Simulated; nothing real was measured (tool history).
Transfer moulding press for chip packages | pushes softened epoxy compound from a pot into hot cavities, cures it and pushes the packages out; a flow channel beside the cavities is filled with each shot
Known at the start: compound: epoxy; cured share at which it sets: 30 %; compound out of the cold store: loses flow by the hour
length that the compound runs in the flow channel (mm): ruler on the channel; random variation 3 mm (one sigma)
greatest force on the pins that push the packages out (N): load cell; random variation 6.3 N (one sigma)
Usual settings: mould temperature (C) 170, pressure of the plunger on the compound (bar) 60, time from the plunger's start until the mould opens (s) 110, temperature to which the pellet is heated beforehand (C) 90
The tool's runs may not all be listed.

run,hour,mould temperature (C),pressure of the plunger on the compound (bar),time from the plunger's start until the mould opens (s),temperature to which the pellet is heated beforehand (C),incoming compound's hours out of the cold store,length that the compound runs in the flow channel (mm),greatest force on the pins that push the packages out (N)
1,0,170,60,110,90,9.7,950,243
2,72.3,173,60,110,90,45.7,881,320
3,118.5,170,60,110,90,16.7,959,383
4,173.8,170,60,110,90,33.6,922,247
5,203.2,170,60,110,90,35.1,903,307
6,262.9,170,60,110,90,32.8,916,365
7,319.9,170,60,110,90,34.3,904,392
8,360.3,170,60,138,90,11.5,967,241
9,409.5,170,60,110,90,16.3,946,360
10,438.8,170,51.2,110,90,42.4,814,359
11,487,170,51.2,110,90,8.4,894,416
12,534.7,170,60,110,90,25.1,921,303
13,594.5,170,60,110,90,35.7,892,364
14,647.8,170,64.1,110,90,45,891,394
15,683.8,170,64.1,110,83,12.2,979,278
16,748.9,170,64.1,110,83,19.8,992,353
17,812.4,170,65.7,110,90,14.3,1006,395
18,881.4,170,65.7,110,90,14.7,1003,316
19,914.1,170,65.7,93,90,33.5,951,471
20,960.3,170,48.2,141,90,8.6,871,343
21,1001.7,170,48.2,141,90,29.2,822,189
22,1032.7,170,65.5,118,90,32.6,948,252
23,1086.6,170,60,98,82,40.3,887,407
24,1136.3,170,60,98,82,17.6,939,482
25,1181.6,170,60,98,82,10.6,961,307
26,1247.5,170,60,98,82,25.8,925,476
27,1297.1,170,60,98,82,38.8,891,513

Not shown: 10 entries that the log had between the listed runs. Between which runs, and how does the tool's hidden state differ before and after?
Between runs 1 and 2: plunger's sealing rings changed (hour 47.5)
  true mould temperature over the reading, C: 0.34 -> 0.41; pressure that reaches the compound, % of what is set: 93.39 -> 99.57; grip of the stained cavities, % over clean ones': 0.6 -> 49.7
  measured less the result without the state, length that the compound runs in the flow channel (mm): -35 -> -4; greatest force on the pins that push the packages out (N): -3 -> +103
Between runs 3 and 4: cavities cleaned with cleaning compound and waxed (hour 170.7)
  true mould temperature over the reading, C: 0.46 -> 0.51; pressure that reaches the compound, % of what is set: 99.1 -> 98.58; grip of the stained cavities, % over clean ones': 65.6 -> 7.9
  measured less the result without the state, length that the compound runs in the flow channel (mm): -6 -> -9; greatest force on the pins that push the packages out (N): +146 -> +13
Between runs 7 and 8: cavities cleaned with cleaning compound and waxed (hour 335.5)
  true mould temperature over the reading, C: 0.65 -> 0.68; pressure that reaches the compound, % of what is set: 97.13 -> 96.76; grip of the stained cavities, % over clean ones': 73.7 -> 24.5
  measured less the result without the state, length that the compound runs in the flow channel (mm): -16 -> -19; greatest force on the pins that push the packages out (N): +163 -> +46
Between runs 11 and 12: cavities cleaned with cleaning compound and waxed (hour 500.4)
  true mould temperature over the reading, C: 0.8 -> 0.85; pressure that reaches the compound, % of what is set: 95.62 -> 95.2; grip of the stained cavities, % over clean ones': 73.5 -> 30.2
  measured less the result without the state, length that the compound runs in the flow channel (mm): -25 -> -27; greatest force on the pins that push the packages out (N): +164 -> +60
Between runs 14 and 15: cavities cleaned with cleaning compound and waxed (hour 667.3)
  true mould temperature over the reading, C: 0.96 -> 0.99; pressure that reaches the compound, % of what is set: 94.14 -> 93.81; grip of the stained cavities, % over clean ones': 73 -> 16.9
  measured less the result without the state, length that the compound runs in the flow channel (mm): -31 -> -37; greatest force on the pins that push the packages out (N): +157 -> +27
Between runs 15 and 16: plunger's sealing rings changed (hour 746.7)
  true mould temperature over the reading, C: 0.99 -> 1.05; pressure that reaches the compound, % of what is set: 93.81 -> 99.56; grip of the stained cavities, % over clean ones': 16.9 -> 54.1
  measured less the result without the state, length that the compound runs in the flow channel (mm): -37 -> -8; greatest force on the pins that push the packages out (N): +27 -> +111
Between runs 17 and 18: cavities cleaned with cleaning compound and waxed (hour 837.6)
  true mould temperature over the reading, C: 1.11 -> 1.17; pressure that reaches the compound, % of what is set: 99 -> 98.37; grip of the stained cavities, % over clean ones': 72.1 -> 39.6
  measured less the result without the state, length that the compound runs in the flow channel (mm): -11 -> -14; greatest force on the pins that push the packages out (N): +154 -> +76
Between runs 20 and 21: cavities cleaned with cleaning compound and waxed (hour 1001.7)
  true mould temperature over the reading, C: 1.25 -> 1.29; pressure that reaches the compound, % of what is set: 97.62 -> 97.21; grip of the stained cavities, % over clean ones': 69.3 -> 1
  measured less the result without the state, length that the compound runs in the flow channel (mm): -16 -> -18; greatest force on the pins that push the packages out (N): +134 -> +0
Between runs 24 and 25: cavities cleaned with cleaning compound and waxed (hour 1167.3)
  true mould temperature over the reading, C: 1.42 -> 1.46; pressure that reaches the compound, % of what is set: 95.98 -> 95.53; grip of the stained cavities, % over clean ones': 71.7 -> 14
  measured less the result without the state, length that the compound runs in the flow channel (mm): -26 -> -30; greatest force on the pins that push the packages out (N): +170 -> +7
Between runs 25 and 26: mould's thermocouples calibrated (hour 1247.5)
  true mould temperature over the reading, C: 1.46 -> -0.29; pressure that reaches the compound, % of what is set: 95.53 -> 94.88; grip of the stained cavities, % over clean ones': 14 -> 55
  measured less the result without the state, length that the compound runs in the flow channel (mm): -30 -> -24; greatest force on the pins that push the packages out (N): +7 -> +173
